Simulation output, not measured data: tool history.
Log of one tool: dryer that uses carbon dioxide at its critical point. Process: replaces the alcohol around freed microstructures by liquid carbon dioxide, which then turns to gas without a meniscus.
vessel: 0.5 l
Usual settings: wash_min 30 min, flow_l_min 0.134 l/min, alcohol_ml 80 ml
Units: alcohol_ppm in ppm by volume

{"run": 1, "hour": 0.0, "wash_min": 30, "flow_l_min": 0.134, "alcohol_ml": 80, "alcohol_ppm": 297}
{"run": 2, "hour": 49.0, "wash_min": 26, "flow_l_min": 0.134, "alcohol_ml": 80, "alcohol_ppm": 659}
{"run": 3, "hour": 82.6, "wash_min": 30, "flow_l_min": 0.218, "alcohol_ml": 80, "alcohol_ppm": 112}
{"run": 4, "hour": 124.3, "wash_min": 30, "flow_l_min": 0.218, "alcohol_ml": 80, "alcohol_ppm": 125}
{"run": 5, "hour": 162.0, "wash_min": 30, "flow_l_min": 0.218, "alcohol_ml": 80, "alcohol_ppm": 135}
{"run": 6, "hour": 212.2, "wash_min": 30, "flow_l_min": 0.218, "alcohol_ml": 80, "alcohol_ppm": 139}
{"run": 7, "hour": 265.9, "wash_min": 30, "flow_l_min": 0.218, "alcohol_ml": 80, "alcohol_ppm": 157}

Forecast run 8:
{"hour": 291.3, "done": "inlet filter changed"}
{"run": 8, "hour": 331.9, "wash_min": 30, "flow_l_min": 0.123, "alcohol_ml": 107, "alcohol_ppm": "?"}

{"run 8": {"alcohol_ppm": 645}}
Without the tool's hidden state the same run would have given alcohol_ppm 445 ppm by volume.
